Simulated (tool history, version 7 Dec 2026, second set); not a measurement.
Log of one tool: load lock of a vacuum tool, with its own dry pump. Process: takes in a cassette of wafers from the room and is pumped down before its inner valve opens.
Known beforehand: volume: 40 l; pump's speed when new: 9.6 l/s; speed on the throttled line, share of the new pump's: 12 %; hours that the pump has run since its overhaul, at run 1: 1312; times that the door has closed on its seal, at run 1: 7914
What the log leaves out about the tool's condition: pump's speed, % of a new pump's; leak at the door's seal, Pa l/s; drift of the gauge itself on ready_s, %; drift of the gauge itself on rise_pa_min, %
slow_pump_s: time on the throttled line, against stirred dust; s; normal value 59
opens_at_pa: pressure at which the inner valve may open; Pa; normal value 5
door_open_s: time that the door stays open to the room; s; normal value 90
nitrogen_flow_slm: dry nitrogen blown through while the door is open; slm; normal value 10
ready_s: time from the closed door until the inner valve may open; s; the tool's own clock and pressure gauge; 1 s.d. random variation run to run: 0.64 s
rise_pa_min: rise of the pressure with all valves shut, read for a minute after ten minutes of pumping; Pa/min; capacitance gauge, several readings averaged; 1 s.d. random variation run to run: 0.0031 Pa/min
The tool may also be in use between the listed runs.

run,day,slow_pump_s,opens_at_pa,door_open_s,nitrogen_flow_slm,hours that the pump has run since its overhaul,times that the door has closed on its seal,"incoming humidity of the room's air, %",ready_s,rise_pa_min
1,0,59,5,90,10,1312,7914,47.6,93.5,0.138
2,11.367,59,5,90,10,1584,8290,44.4,93.9,0.143
3,19.021,59,5,90,4,1768,8543,45.6,93.2,0.164
4,30.962,59,5,114,10,2055,8937,44.6,93.6,0.158
5,37.079,59,5,90,10,2202,9139,47.4,94.2,0.149
6,43.304,59,5,90,10,2351,9345,42.1,95,0.15
7,54.154,74,5,90,10,2611,9703,46,107.5,0.163
8,65.696,74,5,90,10,2888,10084,43.1,107.3,0.153
9,75.738,59,5,124,5,3129,10416,43.2,94.9,0.188
10,82.329,36,5,90,10,3288,10633,41.7,74.3,0.168
11,90.817,85,5,90,10,3491,10914,48.3,117.1,0.175
12,102.746,85,7,90,5,3778,11308,43.3,115,0.188
13,112.012,116,5,50,10,4000,11614,47.5,143,0.164
14,122.912,111,5,90,34,4262,11974,48.1,142.2,0.164
15,131.2,37,5,90,20,4461,12248,46.2,76.5,0.172

5 ways to go on from here, each from the tool as it stands after run 15. What would each give?
A,137.054,59,4,90,10,4601,12441,46.1,?,?
B,137.054,59,8,51,10,4601,12441,49.5,?,?
C,137.054,69,8,90,25,4601,12441,44.7,?,?
D,137.054,59,5,174,10,4601,12441,43.5,?,?
E,137.054,80,5,90,10,4601,12441,44.7,?,?

run,ready_s,rise_pa_min
A,96.5,0.196
B,94.8,0.186
C,102,0.169
D,96.4,0.213
E,114.1,0.189
Without the tool's hidden state the same runs would have given:
run,ready_s,rise_pa_min
A,94.5,0.069
B,92.8,0.061
C,100.2,0.042
D,94.3,0.089
E,112.2,0.064
